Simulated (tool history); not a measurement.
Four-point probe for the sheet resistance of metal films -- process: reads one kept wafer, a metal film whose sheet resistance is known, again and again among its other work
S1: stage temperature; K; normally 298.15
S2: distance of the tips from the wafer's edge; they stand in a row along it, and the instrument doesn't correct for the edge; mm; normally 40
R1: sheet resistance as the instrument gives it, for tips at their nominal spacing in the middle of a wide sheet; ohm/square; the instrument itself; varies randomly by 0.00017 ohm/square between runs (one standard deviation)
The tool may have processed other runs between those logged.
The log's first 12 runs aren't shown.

run   hour      S1  S2        R1
 13  504.3  303.15  40  0.844490
 14  553.0  298.15  40  0.845381
 15  591.7  298.15  40  0.845398
 16  651.8  298.15   6  0.848763
 17  711.7  298.15  40  0.845506
 18  757.2  298.15  40  0.845361
 19  814.5  298.15  40  0.845399
 20  864.2  298.15  37  0.845502
 21  899.7  298.15  37  0.845500
 22  937.2  298.15  37  0.845568
 23  992.7  306.15   5  0.848258

What does the tool deliver on the next run?
      998.3  -- stage's thermometer calibrated
 24  1037.1  306.15   5   ?

For run 24 the tool returned R1 0.848256 ohm/square.
If the tool had no hidden condition, the same run with the same run-to-run variation would have returned R1 0.851598 ohm/square.
